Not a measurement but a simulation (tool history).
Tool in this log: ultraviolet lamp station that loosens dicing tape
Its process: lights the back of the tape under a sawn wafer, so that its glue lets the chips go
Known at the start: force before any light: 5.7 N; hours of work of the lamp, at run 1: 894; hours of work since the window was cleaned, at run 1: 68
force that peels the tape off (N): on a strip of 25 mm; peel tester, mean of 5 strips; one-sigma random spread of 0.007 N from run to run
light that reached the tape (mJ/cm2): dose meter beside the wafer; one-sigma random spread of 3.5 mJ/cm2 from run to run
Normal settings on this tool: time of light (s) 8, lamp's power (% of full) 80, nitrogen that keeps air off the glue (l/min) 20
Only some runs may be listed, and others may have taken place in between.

run,day,time of light (s),lamp's power (% of full),nitrogen that keeps air off the glue (l/min),hours of work of the lamp,hours of work since the window was cleaned,force that peels the tape off (N),light that reached the tape (mJ/cm2)
1,0,8,80,20,894,68,0.471,425
2,1.038,8,80,20,907,81,0.464,421
3,2.058,8,80,20,919,94,0.478,415
# day 3.35: lamp changed
4,3.458,8,80,20,1,110,0.264,550
5,4.8,8,80,20,18,127,0.268,546
6,6.117,8,80,20,34,143,0.267,539
7,7.654,8,80,20,53,162,0.287,540
8,8.742,8,80,15,66,175,0.359,537
9,9.954,8,80,15,81,190,0.359,531
10,11.938,8,80,15,105,214,0.366,521
11,13.892,8,80,15,129,238,0.378,526
12,15.15,8,80,15,145,253,0.368,507
13,16.412,8,80,15,160,269,0.397,503
14,17.917,8,80,15,178,287,0.396,498
15,19.2,8,80,15,194,303,0.398,496
16,20.329,8,80,15,208,317,0.426,498
17,21.796,8,80,15,226,335,0.436,491
# day 22.004: window cleaned of glue's vapour
18,23.392,9,79,15,245,17,0.273,587
19,24.571,13,79,7,260,31,0.231,837
20,25.9,13,79,7,276,48,0.237,826
21,27.767,13,79,7,299,71,0.217,820
22,28.771,7,81,19,311,83,0.415,447
23,30.592,7,81,19,333,105,0.437,449
24,32.196,15,74,20,353,125,0.114,865
25,33.196,8,80,28,365,137,0.287,489
26,34.317,8,80,28,379,151,0.277,493
27,35.783,8,80,28,397,169,0.288,489
28,37.233,8,95,21,415,187,0.239,573
29,39.258,8,95,21,440,211,0.222,566

Forecast each of these 5 alternatives for the next run:
A,40.696,5,80,11,457,229,?,?
B,40.696,14,95,21,457,229,?,?
C,40.696,11,83,21,457,229,?,?
D,40.696,8,80,15,457,229,?,?
E,40.696,8,80,20,457,229,?,?

run,force that peels the tape off (N),light that reached the tape (mJ/cm2)
A,1.256,293
B,0.093,976
C,0.162,668
D,0.461,473
E,0.377,467
The same runs, with their run-to-run variation unchanged, on a tool lacking any hidden condition would have given:
run,force that peels the tape off (N),light that reached the tape (mJ/cm2)
A,0.933,355
B,0.085,1182
C,0.118,809
D,0.299,573
E,0.245,566
